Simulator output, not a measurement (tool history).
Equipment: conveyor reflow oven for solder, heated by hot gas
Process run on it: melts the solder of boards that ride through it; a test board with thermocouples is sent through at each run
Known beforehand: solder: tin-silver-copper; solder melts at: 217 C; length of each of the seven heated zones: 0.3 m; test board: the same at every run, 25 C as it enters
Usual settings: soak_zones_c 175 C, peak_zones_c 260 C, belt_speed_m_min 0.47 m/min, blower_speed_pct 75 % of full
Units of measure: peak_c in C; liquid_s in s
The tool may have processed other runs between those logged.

Run 1, hour 0: usual settings. Result: peak_c 245.6 C, liquid_s 52.7 s.
Run 2, hour 9.6: usual settings but peak_zones_c 250 C. Result: peak_c 237.3 C, liquid_s 43.2 s.
Run 3, hour 17.2: usual settings but peak_zones_c 250 C. Result: peak_c 237 C, liquid_s 44.2 s.
Run 4, hour 33.7: usual settings but peak_zones_c 250 C. Result: peak_c 237.2 C, liquid_s 44.5 s.
Run 5, hour 43.4: usual settings. Result: peak_c 245.2 C, liquid_s 51.9 s.
Run 6, hour 59.6: usual settings. Result: peak_c 245.5 C, liquid_s 53.4 s.
Run 7, hour 72.6: usual settings. Result: peak_c 245.6 C, liquid_s 52.9 s.
Run 8, hour 80.4: usual settings but peak_zones_c 253 C. Result: peak_c 240.2 C, liquid_s 47.3 s.
Run 9, hour 89.4: usual settings but peak_zones_c 253 C. Result: peak_c 239.6 C, liquid_s 47 s.
Run 10, hour 107.2: usual settings. Result: peak_c 245.6 C, liquid_s 51.8 s.
Run 11, hour 123.1: usual settings. Result: peak_c 246 C, liquid_s 53.3 s.
Run 12, hour 131.6: usual settings. Result: peak_c 245.6 C, liquid_s 52.1 s.
Run 13, hour 147.8: usual settings. Result: peak_c 245.2 C, liquid_s 53 s.
Run 14, hour 164.2: usual settings. Result: peak_c 245.6 C, liquid_s 52.6 s.
Run 15, hour 181.7: usual settings but belt_speed_m_min 0.538 m/min. Result: peak_c 241.4 C, liquid_s 40 s.
Run 16, hour 198.4: usual settings but belt_speed_m_min 0.538 m/min. Result: peak_c 241.5 C, liquid_s 41.2 s.
Run 17, hour 209.9: usual settings but soak_zones_c 179 C, peak_zones_c 274 C, belt_speed_m_min 0.485 m/min. Result: peak_c 257.9 C, liquid_s 62.2 s.
Run 18, hour 225: usual settings but soak_zones_c 179 C, peak_zones_c 274 C, belt_speed_m_min 0.485 m/min. Result: peak_c 257.1 C, liquid_s 61 s.
Run 19, hour 238.3: usual settings but soak_zones_c 179 C, peak_zones_c 274 C, belt_speed_m_min 0.485 m/min. Result: peak_c 258.5 C, liquid_s 60.5 s.
Run 20, hour 250.3: usual settings but soak_zones_c 187 C, peak_zones_c 258 C, belt_speed_m_min 0.402 m/min, blower_speed_pct 64 % of full. Result: peak_c 248.1 C, liquid_s 71 s.
Run 21, hour 258.6: usual settings but soak_zones_c 187 C, peak_zones_c 258 C, belt_speed_m_min 0.402 m/min, blower_speed_pct 64 % of full. Result: peak_c 247.8 C, liquid_s 71.7 s.
Run 22, hour 268: usual settings but soak_zones_c 187 C, peak_zones_c 258 C, belt_speed_m_min 0.402 m/min, blower_speed_pct 64 % of full. Result: peak_c 248.3 C, liquid_s 71.7 s.

Run 23, settings as shown, results not yet in. Your forecast:
At hour 280.7: flux residue cleaned out of gas plates and filters.
Run 23, hour 289.5: usual settings but soak_zones_c 187 C, peak_zones_c 271 C, belt_speed_m_min 0.389 m/min, blower_speed_pct 64 % of full. Result: peak_c ?, liquid_s ?.

{"run 23": {"peak_c": 260.5, "liquid_s": 82.3}}
Minus the tool's unlogged condition, the same run would have read peak_c 260.4 C, liquid_s 82.2 s.
